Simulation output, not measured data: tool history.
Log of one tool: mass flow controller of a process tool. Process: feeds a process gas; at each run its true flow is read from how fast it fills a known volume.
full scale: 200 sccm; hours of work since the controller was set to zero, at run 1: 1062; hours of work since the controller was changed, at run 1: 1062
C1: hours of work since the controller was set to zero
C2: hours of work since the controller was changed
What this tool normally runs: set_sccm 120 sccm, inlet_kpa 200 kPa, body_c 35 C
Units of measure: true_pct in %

{"run": 1, "hour": 0.0, "set_sccm": 120, "inlet_kpa": 200, "body_c": 35, "C1": 1062, "C2": 1062, "true_pct": 99.38}
{"run": 2, "hour": 38.4, "set_sccm": 32, "inlet_kpa": 200, "body_c": 35, "C1": 1088, "C2": 1088, "true_pct": 98.32}
{"run": 3, "hour": 72.0, "set_sccm": 120, "inlet_kpa": 200, "body_c": 35, "C1": 1110, "C2": 1110, "true_pct": 99.52}
{"run": 4, "hour": 143.5, "set_sccm": 29, "inlet_kpa": 200, "body_c": 35, "C1": 1158, "C2": 1158, "true_pct": 98.58}
{"run": 5, "hour": 206.0, "set_sccm": 29, "inlet_kpa": 200, "body_c": 35, "C1": 1199, "C2": 1199, "true_pct": 98.84}
{"run": 6, "hour": 244.7, "set_sccm": 29, "inlet_kpa": 200, "body_c": 35, "C1": 1225, "C2": 1225, "true_pct": 98.95}
{"run": 7, "hour": 291.5, "set_sccm": 29, "inlet_kpa": 200, "body_c": 35, "C1": 1256, "C2": 1256, "true_pct": 99.04}
{"run": 8, "hour": 323.0, "set_sccm": 29, "inlet_kpa": 200, "body_c": 35, "C1": 1277, "C2": 1277, "true_pct": 99.15}
{"run": 9, "hour": 373.7, "set_sccm": 29, "inlet_kpa": 200, "body_c": 35, "C1": 1310, "C2": 1310, "true_pct": 99.37}
{"run": 10, "hour": 421.3, "set_sccm": 29, "inlet_kpa": 200, "body_c": 35, "C1": 1342, "C2": 1342, "true_pct": 99.47}
{"run": 11, "hour": 493.6, "set_sccm": 68, "inlet_kpa": 200, "body_c": 30, "C1": 1390, "C2": 1390, "true_pct": 99.87}
{"run": 12, "hour": 535.9, "set_sccm": 120, "inlet_kpa": 200, "body_c": 32, "C1": 1418, "C2": 1418, "true_pct": 100.82}
{"run": 13, "hour": 613.5, "set_sccm": 120, "inlet_kpa": 200, "body_c": 32, "C1": 1469, "C2": 1469, "true_pct": 101.12}
{"run": 14, "hour": 670.2, "set_sccm": 22, "inlet_kpa": 200, "body_c": 26, "C1": 1507, "C2": 1507, "true_pct": 99.58}
{"run": 15, "hour": 737.0, "set_sccm": 22, "inlet_kpa": 200, "body_c": 26, "C1": 1551, "C2": 1551, "true_pct": 99.8}
{"run": 16, "hour": 775.0, "set_sccm": 72, "inlet_kpa": 200, "body_c": 26, "C1": 1576, "C2": 1576, "true_pct": 100.71}
{"run": 17, "hour": 826.1, "set_sccm": 72, "inlet_kpa": 200, "body_c": 26, "C1": 1610, "C2": 1610, "true_pct": 100.86}
{"run": 18, "hour": 858.1, "set_sccm": 72, "inlet_kpa": 200, "body_c": 37, "C1": 1632, "C2": 1632, "true_pct": 101.36}
{"run": 19, "hour": 926.4, "set_sccm": 72, "inlet_kpa": 150, "body_c": 24, "C1": 1677, "C2": 1677, "true_pct": 101.3}

Alternative continuations, all from the tool just after run 19; predict every row:
{"run": "A", "hour": 971.3, "set_sccm": 120, "inlet_kpa": 226, "body_c": 35, "C1": 1707, "C2": 1707, "true_pct": "?"}
{"run": "B", "hour": 971.3, "set_sccm": 146, "inlet_kpa": 218, "body_c": 24, "C1": 1707, "C2": 1707, "true_pct": "?"}
{"run": "C", "hour": 971.3, "set_sccm": 120, "inlet_kpa": 212, "body_c": 35, "C1": 1707, "C2": 1707, "true_pct": "?"}
{"run": "D", "hour": 971.3, "set_sccm": 72, "inlet_kpa": 162, "body_c": 24, "C1": 1707, "C2": 1707, "true_pct": "?"}
{"run": "E", "hour": 971.3, "set_sccm": 152, "inlet_kpa": 198, "body_c": 28, "C1": 1707, "C2": 1707, "true_pct": "?"}

run=A true_pct=102.12
run=B true_pct=101.86
run=C true_pct=102.22
run=D true_pct=101.39
run=E true_pct=102.38
Without the tool's hidden state the same runs would have given:
run=A true_pct=99.28
run=B true_pct=99.02
run=C true_pct=99.37
run=D true_pct=98.57
run=E true_pct=99.53
